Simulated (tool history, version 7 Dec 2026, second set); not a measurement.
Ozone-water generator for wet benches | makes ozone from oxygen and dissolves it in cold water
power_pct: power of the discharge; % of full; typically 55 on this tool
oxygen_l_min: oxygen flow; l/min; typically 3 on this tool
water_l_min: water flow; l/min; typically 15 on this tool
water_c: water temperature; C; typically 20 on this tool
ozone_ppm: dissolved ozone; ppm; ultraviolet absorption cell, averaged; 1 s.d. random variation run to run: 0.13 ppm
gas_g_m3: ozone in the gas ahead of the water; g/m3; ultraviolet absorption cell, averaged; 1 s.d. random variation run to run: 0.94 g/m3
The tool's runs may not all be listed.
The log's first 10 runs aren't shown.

run	hour	power_pct	oxygen_l_min	water_l_min	water_c	ozone_ppm	gas_g_m3
11	763.9	55	3	21	20	10.7	157.9
12	820.2	55	3	15	20	14.8	158.6
13	927.5	55	3	15	21	15	156.9
14	996.9	55	3	15	21	14.8	154.8
15	1058.7	55	3	15	21	14.6	156.5
16	1142.2	55	3	15	21	14.8	157.3
17	1211.2	55	3	15	21	14.9	156
18	1318	57	3	14	20	16.2	159.9
19	1393.9	57	1.57	11	13	21.3	236.4
20	1499.2	70	1.84	21	15	11.9	245.1
21	1559	86	4.17	9	22	27.5	173
22	1631.2	86	4.17	9	22	27.8	171.7
23	1698.2	55	2.35	15	20	14.7	181.7
24	1769.9	99	3.68	15	20	22.4	205.6
25	1828.2	55	3.01	9	13	25.2	154.2
# hour 1859.8: gauge calibrated
26	1888.9	57	3.01	9	13	26.1	164.3
27	1949	55	3	15	17	15.2	160.2
28	2012.9	55	1.68	15	16	14.9	223.9
29	2122	55	3.27	15	16	15.5	150.8
30	2167.8	55	3.27	15	16	15.8	149
31	2249.7	55	2.96	15	17	15.3	160
32	2313.8	55	2.96	15	17	15.4	160.4
33	2399.5	58	2.5	10	17	22.9	183.5
34	2480.8	58	2.5	10	17	22.9	183.8

Below are 3 alternative next runs, each starting from the tool's condition after run 34. Predict each:
A	2548.1	45	2.5	11	17	?	?
B	2548.1	55	2.03	15	27	?	?
C	2548.1	60	4.43	15	20	?	?

run	ozone_ppm	gas_g_m3
A	17.9	154.7
B	13.6	197.6
C	15.4	134.2
Had the tool no hidden state, the same runs would have come out as:
run	ozone_ppm	gas_g_m3
A	17.9	156.5
B	13.6	199.9
C	15.5	135.7
